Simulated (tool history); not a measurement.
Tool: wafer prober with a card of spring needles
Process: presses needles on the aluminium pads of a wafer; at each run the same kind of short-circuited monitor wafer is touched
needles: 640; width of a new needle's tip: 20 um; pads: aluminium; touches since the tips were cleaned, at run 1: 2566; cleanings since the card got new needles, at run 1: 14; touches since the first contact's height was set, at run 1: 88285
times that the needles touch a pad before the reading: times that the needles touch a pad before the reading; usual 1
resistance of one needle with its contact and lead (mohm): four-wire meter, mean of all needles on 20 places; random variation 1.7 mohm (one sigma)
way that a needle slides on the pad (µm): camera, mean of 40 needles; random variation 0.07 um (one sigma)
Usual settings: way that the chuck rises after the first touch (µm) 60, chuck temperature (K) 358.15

run	day	way that the chuck rises after the first touch (µm)	chuck temperature (K)	times that the needles touch a pad before the reading	touches since the tips were cleaned	cleanings since the card got new needles	touches since the first contact's height was set	resistance of one needle with its contact and lead (mohm)	way that a needle slides on the pad (µm)
1	0	60	358.15	1	2566	14	88285	202	9.94
2	0.217	60	358.15	1	4242	14	89961	214	10
# day 0.338: tips cleaned on abrasive film
3	0.683	52	358.15	1	2682	15	93564	254	8.54
4	0.95	52	358.15	1	4750	15	95632	259	8.61
# day 0.983: tips cleaned on abrasive film
5	1.438	52	358.15	1	3534	16	99380	226	8.66
# day 1.642: tips cleaned on abrasive film
6	1.946	52	358.15	1	2365	17	103306	211	8.47
7	2.242	52	358.15	1	4661	17	105602	236	8.65
# day 2.283: tips cleaned on abrasive film
8	2.746	52	358.15	1	3568	18	109474	229	8.57
# day 2.938: tips cleaned on abrasive film, once more
9	3.125	52	358.15	1	1468	19	112412	203	8.56
10	3.492	49	358.15	1	4284	19	115228	239	8.02
# day 3.579: tips cleaned on abrasive film
11	3.917	49	358.15	3	2636	20	118527	198	7.96
12	4.204	45	358.15	1	4853	20	120744	255	7.33
# day 4.238: tips cleaned on abrasive film
13	4.612	45	358.15	1	2908	21	123894	231	7.44
# day 4.896: tips cleaned on abrasive film
14	5.1	60	356.15	1	1597	22	127641	195	9.81
15	5.396	60	356.15	1	3901	22	129945	211	9.82
# day 5.567: tips cleaned on abrasive film
16	5.733	60	358.15	1	1307	23	132526	195	9.94
17	6.138	59	358.15	1	4459	23	135678	219	9.72
# day 6.221: tips cleaned on abrasive film
18	6.504	59	358.15	1	2186	24	138471	203	9.62
19	6.808	60	320.15	1	4555	24	140840	215	9.95
# day 6.875: tips cleaned on abrasive film
20	7.133	55	350.15	3	2006	25	143333	186	8.92
# day 7.533: tips cleaned on abrasive film
21	7.596	76	350.15	2	479	26	146895	174	12.52
22	8.004	76	324.15	1	3640	26	150056	191	12.55
# day 8.2: tips cleaned on abrasive film
23	8.429	60	329.15	1	1806	27	153347	199	9.7
# day 8.858: tips cleaned on abrasive film
24	8.95	75	362.15	2	739	28	157360	178	12.42
25	9.258	75	362.15	2	3120	28	159741	188	12.35
# day 9.525: tips cleaned on abrasive film
26	9.646	60	302.15	2	950	29	162720	174	9.81
27	10.121	60	302.15	2	4651	29	166421	196	9.65
# day 10.204: tips cleaned on abrasive film
28	10.442	77	372.15	1	1846	30	168882	192	12.45
29	10.738	64	358.15	1	4136	30	171172	215	10.43
# day 10.862: tips cleaned on abrasive film
30	11.05	64	358.15	1	1468	31	173561	192	10.32
31	11.421	55	358.15	1	4362	31	176455	230	8.94
# day 11.504: tips cleaned on abrasive film
32	11.704	60	309.15	1	1554	32	178616	192	9.88

The next listed run, before its measurement:
33	11.938	60	309.15	1	3353	32	180415	?	?

resistance of one needle with its contact and lead (mohm): 206
way that a needle slides on the pad (µm): 9.8
Without the tool's hidden state the same run would have given resistance of one needle with its contact and lead (mohm) 164, way that a needle slides on the pad (µm) 10.22.

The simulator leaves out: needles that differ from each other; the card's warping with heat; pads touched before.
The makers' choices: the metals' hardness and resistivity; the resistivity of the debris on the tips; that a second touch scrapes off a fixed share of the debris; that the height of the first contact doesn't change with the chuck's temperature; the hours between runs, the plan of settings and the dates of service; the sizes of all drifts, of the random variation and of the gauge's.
